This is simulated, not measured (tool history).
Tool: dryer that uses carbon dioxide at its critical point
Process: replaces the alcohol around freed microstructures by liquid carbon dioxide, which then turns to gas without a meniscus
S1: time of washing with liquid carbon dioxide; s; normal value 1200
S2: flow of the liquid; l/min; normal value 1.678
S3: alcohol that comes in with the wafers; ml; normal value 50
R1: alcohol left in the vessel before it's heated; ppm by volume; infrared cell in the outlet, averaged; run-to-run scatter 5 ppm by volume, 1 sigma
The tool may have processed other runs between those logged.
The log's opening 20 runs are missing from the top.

run 21 hour=279.0 | S1=1200 S2=1.678 S3=50 | R1=80
run 22 hour=289.7 | S1=1200 S2=1.678 S3=80 | R1=88
run 23 hour=304.3 | S1=1200 S2=2.180 S3=50 | R1=68
run 24 hour=316.7 | S1=1200 S2=2.180 S3=50 | R1=73
run 25 hour=333.7 | S1=1200 S2=2.180 S3=50 | R1=71
run 26 hour=345.0 | S1=1200 S2=1.678 S3=34 | R1=89
run 27 hour=355.1 | S1=1200 S2=1.840 S3=57 | R1=82
run 28 hour=368.8 | S1=1560 S2=1.820 S3=24 | R1=80
run 29 hour=382.0 | S1=1560 S2=1.820 S3=24 | R1=76
run 30 hour=398.9 | S1=1560 S2=1.090 S3=24 | R1=128
run 31 hour=409.7 | S1=1560 S2=1.090 S3=73 | R1=197
run 32 hour=420.1 | S1=1620 S2=2.500 S3=87 | R1=80
run 33 hour=430.8 | S1=1080 S2=2.500 S3=87 | R1=89
run 34 hour=446.9 | S1=1080 S2=2.500 S3=87 | R1=88
run 35 hour=460.1 | S1=780 S2=1.350 S3=116 | R1=1308
run 36 hour=469.9 | S1=780 S2=1.350 S3=116 | R1=1323
run 37 hour=486.3 | S1=1680 S2=2.290 S3=106 | R1=96
run 38 hour=500.8 | S1=1200 S2=1.340 S3=66 | R1=239
run 39 hour=518.0 | S1=900 S2=1.330 S3=40 | R1=391
run 40 hour=535.4 | S1=1560 S2=1.678 S3=26 | R1=109
run 41 hour=544.3 | S1=1560 S2=1.130 S3=44 | R1=175
run 42 hour=563.3 | S1=1020 S2=1.130 S3=91 | R1=912
run 43 hour=582.1 | S1=1020 S2=1.130 S3=91 | R1=924
run 44 hour=596.3 | S1=720 S2=1.678 S3=58 | R1=529

What if the next run were any one of these 4? Each begins from the tool's condition after run 44:
run A hour=608.6 | S1=1260 S2=1.230 S3=55 | R1=?
run B hour=608.6 | S1=1200 S2=1.580 S3=106 | R1=?
run C hour=608.6 | S1=1380 S2=1.678 S3=58 | R1=?
run D hour=608.6 | S1=780 S2=2.850 S3=26 | R1=?

run=A R1=275
run=B R1=212
run=C R1=132
run=D R1=125
What these runs would have given with no unlogged condition in the tool:
run=A R1=86
run=B R1=42
run=C R1=9
run=D R1=8

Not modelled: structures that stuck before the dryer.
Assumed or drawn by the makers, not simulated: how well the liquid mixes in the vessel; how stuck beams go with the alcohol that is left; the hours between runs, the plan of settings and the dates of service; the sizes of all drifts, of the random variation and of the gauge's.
